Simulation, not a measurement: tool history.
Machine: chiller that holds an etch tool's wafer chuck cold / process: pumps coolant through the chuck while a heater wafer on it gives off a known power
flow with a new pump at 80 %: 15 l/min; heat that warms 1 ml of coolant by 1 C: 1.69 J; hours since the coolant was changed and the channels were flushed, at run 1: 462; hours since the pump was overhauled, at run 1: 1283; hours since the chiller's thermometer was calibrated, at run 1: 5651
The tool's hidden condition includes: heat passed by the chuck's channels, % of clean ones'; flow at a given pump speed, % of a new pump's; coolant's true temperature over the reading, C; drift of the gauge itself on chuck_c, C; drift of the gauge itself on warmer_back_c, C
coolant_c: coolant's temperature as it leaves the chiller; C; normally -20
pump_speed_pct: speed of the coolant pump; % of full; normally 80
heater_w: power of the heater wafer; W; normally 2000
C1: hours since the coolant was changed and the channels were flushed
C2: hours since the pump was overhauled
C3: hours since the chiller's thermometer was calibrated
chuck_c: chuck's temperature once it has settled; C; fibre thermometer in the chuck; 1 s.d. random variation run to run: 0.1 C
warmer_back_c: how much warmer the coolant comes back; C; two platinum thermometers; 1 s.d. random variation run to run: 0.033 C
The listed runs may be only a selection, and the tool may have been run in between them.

{"run": 1, "hour": 0.0, "coolant_c": -20, "pump_speed_pct": 80, "heater_w": 2000, "C1": 462, "C2": 1283, "C3": 5651, "chuck_c": -0.2, "warmer_back_c": 4.66}
{"run": 2, "hour": 51.9, "coolant_c": -20, "pump_speed_pct": 80, "heater_w": 2000, "C1": 514, "C2": 1335, "C3": 5703, "chuck_c": -0.2, "warmer_back_c": 4.73}
{"run": 3, "hour": 88.2, "coolant_c": -20, "pump_speed_pct": 80, "heater_w": 2000, "C1": 550, "C2": 1372, "C3": 5739, "chuck_c": -0.2, "warmer_back_c": 4.78}
{"run": 4, "hour": 113.8, "coolant_c": -20, "pump_speed_pct": 80, "heater_w": 2000, "C1": 576, "C2": 1397, "C3": 5765, "chuck_c": -0.2, "warmer_back_c": 4.88}
{"run": 5, "hour": 145.2, "coolant_c": -20, "pump_speed_pct": 80, "heater_w": 2000, "C1": 607, "C2": 1429, "C3": 5796, "chuck_c": 0, "warmer_back_c": 4.9}
{"hour": 179.4, "done": "chiller's thermometer calibrated"}
{"run": 6, "hour": 189.0, "coolant_c": -20, "pump_speed_pct": 80, "heater_w": 2000, "C1": 650, "C2": 1471, "C3": 10, "chuck_c": -0.1, "warmer_back_c": 4.81}
{"run": 7, "hour": 226.5, "coolant_c": -20, "pump_speed_pct": 80, "heater_w": 2000, "C1": 687, "C2": 1509, "C3": 47, "chuck_c": 0, "warmer_back_c": 4.87}
{"run": 8, "hour": 251.2, "coolant_c": -20, "pump_speed_pct": 67, "heater_w": 1248, "C1": 712, "C2": 1534, "C3": 72, "chuck_c": -6.2, "warmer_back_c": 3.77}
{"run": 9, "hour": 296.5, "coolant_c": -16, "pump_speed_pct": 80, "heater_w": 2845, "C1": 757, "C2": 1579, "C3": 117, "chuck_c": 12.4, "warmer_back_c": 6.87}
{"run": 10, "hour": 343.6, "coolant_c": -20, "pump_speed_pct": 80, "heater_w": 2766, "C1": 804, "C2": 1626, "C3": 164, "chuck_c": 7.8, "warmer_back_c": 6.73}
{"run": 11, "hour": 374.6, "coolant_c": -20, "pump_speed_pct": 80, "heater_w": 2766, "C1": 835, "C2": 1657, "C3": 195, "chuck_c": 7.5, "warmer_back_c": 6.71}
{"run": 12, "hour": 421.8, "coolant_c": -24, "pump_speed_pct": 80, "heater_w": 2766, "C1": 883, "C2": 1704, "C3": 242, "chuck_c": 3.6, "warmer_back_c": 6.75}
{"run": 13, "hour": 453.1, "coolant_c": -24, "pump_speed_pct": 72, "heater_w": 1304, "C1": 914, "C2": 1735, "C3": 274, "chuck_c": -10.1, "warmer_back_c": 3.76}
{"run": 14, "hour": 501.0, "coolant_c": -20, "pump_speed_pct": 98, "heater_w": 2701, "C1": 962, "C2": 1783, "C3": 322, "chuck_c": 3.5, "warmer_back_c": 5.42}

The same runs without the tool's hidden state, with the same run-to-run variation:
run=1 warmer_back_c=4.66
run=2 warmer_back_c=4.7
run=3 warmer_back_c=4.72
run=4 warmer_back_c=4.8
run=5 warmer_back_c=4.8
run=6 warmer_back_c=4.69
run=7 warmer_back_c=4.72
run=8 warmer_back_c=3.6
run=9 warmer_back_c=6.68
run=10 warmer_back_c=6.51
run=11 warmer_back_c=6.47
run=12 warmer_back_c=6.48
run=13 warmer_back_c=3.47
run=14 warmer_back_c=5.1
chuck_c without the hidden state equals the measured value, run for run.
